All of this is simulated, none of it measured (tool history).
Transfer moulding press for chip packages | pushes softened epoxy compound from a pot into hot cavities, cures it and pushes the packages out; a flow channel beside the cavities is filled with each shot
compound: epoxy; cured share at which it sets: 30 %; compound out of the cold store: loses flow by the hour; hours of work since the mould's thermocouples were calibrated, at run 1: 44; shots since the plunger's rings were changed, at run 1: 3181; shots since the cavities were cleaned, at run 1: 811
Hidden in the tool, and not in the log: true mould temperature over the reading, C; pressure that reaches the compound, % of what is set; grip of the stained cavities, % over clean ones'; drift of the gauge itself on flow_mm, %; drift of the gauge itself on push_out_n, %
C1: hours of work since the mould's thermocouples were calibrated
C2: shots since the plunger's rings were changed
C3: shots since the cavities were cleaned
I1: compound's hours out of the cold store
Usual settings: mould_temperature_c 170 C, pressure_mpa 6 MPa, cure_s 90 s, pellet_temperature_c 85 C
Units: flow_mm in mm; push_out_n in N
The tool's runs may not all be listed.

run 1 hour=0 | mould_temperature_c=170 pressure_mpa=6 cure_s=90 pellet_temperature_c=85 | C1=44 C2=3181 C3=811 | I1=35.4 | flow_mm=555 push_out_n=621
-- hour=24.1 cavities cleaned with cleaning compound and waxed
-- hour=44.9 plunger's sealing rings changed
run 2 hour=60.6 | mould_temperature_c=170 pressure_mpa=6 cure_s=90 pellet_temperature_c=85 | C1=79 C2=179 C3=388 | I1=47 | flow_mm=534 push_out_n=536
run 3 hour=113.6 | mould_temperature_c=170 pressure_mpa=6 cure_s=90 pellet_temperature_c=79 | C1=111 C2=784 C3=993 | I1=19.1 | flow_mm=634 push_out_n=686
-- hour=121.2 cavities cleaned with cleaning compound and waxed
run 4 hour=188 | mould_temperature_c=170 pressure_mpa=6 cure_s=90 pellet_temperature_c=78 | C1=156 C2=1615 C3=762 | I1=12.9 | flow_mm=656 push_out_n=636
-- hour=220.4 cavities cleaned with cleaning compound and waxed
run 5 hour=268.8 | mould_temperature_c=170 pressure_mpa=6 cure_s=90 pellet_temperature_c=78 | C1=205 C2=2520 C3=553 | I1=24.6 | flow_mm=600 push_out_n=585
run 6 hour=311.9 | mould_temperature_c=170 pressure_mpa=6 cure_s=90 pellet_temperature_c=85 | C1=232 C2=3011 C3=1044 | I1=28 | flow_mm=583 push_out_n=659
-- hour=321.5 cavities cleaned with cleaning compound and waxed
run 7 hour=367.4 | mould_temperature_c=170 pressure_mpa=6 cure_s=90 pellet_temperature_c=85 | C1=265 C2=3627 C3=523 | I1=20.5 | flow_mm=606 push_out_n=592
-- hour=377.9 plunger's sealing rings changed
-- hour=423.6 cavities cleaned with cleaning compound and waxed
run 8 hour=432.4 | mould_temperature_c=175 pressure_mpa=6 cure_s=90 pellet_temperature_c=85 | C1=302 C2=605 C3=101 | I1=14.4 | flow_mm=632 push_out_n=406
run 9 hour=479.5 | mould_temperature_c=167 pressure_mpa=6 cure_s=90 pellet_temperature_c=85 | C1=331 C2=1141 C3=637 | I1=40 | flow_mm=561 push_out_n=654
-- hour=520.5 cavities cleaned with cleaning compound and waxed
run 10 hour=526.5 | mould_temperature_c=167 pressure_mpa=6 cure_s=90 pellet_temperature_c=85 | C1=359 C2=1661 C3=69 | I1=32.5 | flow_mm=582 push_out_n=501
run 11 hour=609.5 | mould_temperature_c=168 pressure_mpa=6.76 cure_s=90 pellet_temperature_c=85 | C1=410 C2=2607 C3=1015 | I1=26.1 | flow_mm=633 push_out_n=708
-- hour=617.6 cavities cleaned with cleaning compound and waxed
run 12 hour=686.6 | mould_temperature_c=168 pressure_mpa=6.76 cure_s=119 pellet_temperature_c=85 | C1=457 C2=3470 C3=788 | I1=23 | flow_mm=640 push_out_n=558
-- hour=706.6 plunger's sealing rings changed
-- hour=714.1 cavities cleaned with cleaning compound and waxed
run 13 hour=773.3 | mould_temperature_c=166 pressure_mpa=5.9 cure_s=117 pellet_temperature_c=85 | C1=508 C2=743 C3=675 | I1=34.2 | flow_mm=579 push_out_n=547
-- hour=814.2 cavities cleaned with cleaning compound and waxed
run 14 hour=851.5 | mould_temperature_c=164 pressure_mpa=4.59 cure_s=116 pellet_temperature_c=84 | C1=555 C2=1619 C3=426 | I1=47.7 | flow_mm=471 push_out_n=521
-- hour=911.5 cavities cleaned with cleaning compound and waxed
run 15 hour=922.6 | mould_temperature_c=164 pressure_mpa=4.59 cure_s=116 pellet_temperature_c=84 | C1=598 C2=2412 C3=126 | I1=11.8 | flow_mm=590 push_out_n=456
run 16 hour=959.3 | mould_temperature_c=164 pressure_mpa=4.59 cure_s=116 pellet_temperature_c=84 | C1=621 C2=2830 C3=544 | I1=39.9 | flow_mm=489 push_out_n=541
-- hour=972.1 mould's thermocouples calibrated
-- hour=1007.5 cavities cleaned with cleaning compound and waxed
-- hour=1039.3 plunger's sealing rings changed
run 17 hour=1053.9 | mould_temperature_c=164 pressure_mpa=4.59 cure_s=95 pellet_temperature_c=79 | C1=48 C2=166 C3=501 | I1=19.7 | flow_mm=577 push_out_n=801
-- hour=1106.5 cavities cleaned with cleaning compound and waxed
run 18 hour=1142 | mould_temperature_c=164 pressure_mpa=4.59 cure_s=95 pellet_temperature_c=79 | C1=101 C2=1154 C3=405 | I1=29.7 | flow_mm=534 push_out_n=723
run 19 hour=1197 | mould_temperature_c=171 pressure_mpa=4.59 cure_s=95 pellet_temperature_c=79 | C1=135 C2=1781 C3=1032 | I1=28.9 | flow_mm=510 push_out_n=625

The next listed run, before its measurement:
-- hour=1206.5 cavities cleaned with cleaning compound and waxed
run 20 hour=1261.8 | mould_temperature_c=171 pressure_mpa=4.59 cure_s=89 pellet_temperature_c=82 | C1=174 C2=2502 C3=630 | I1=45.5 | flow_mm=? push_out_n=?

Run 20 gave flow_mm 455 mm, push_out_n 572 N.
Without the tool's hidden state the same run would have given flow_mm 470 mm, push_out_n 396 N.
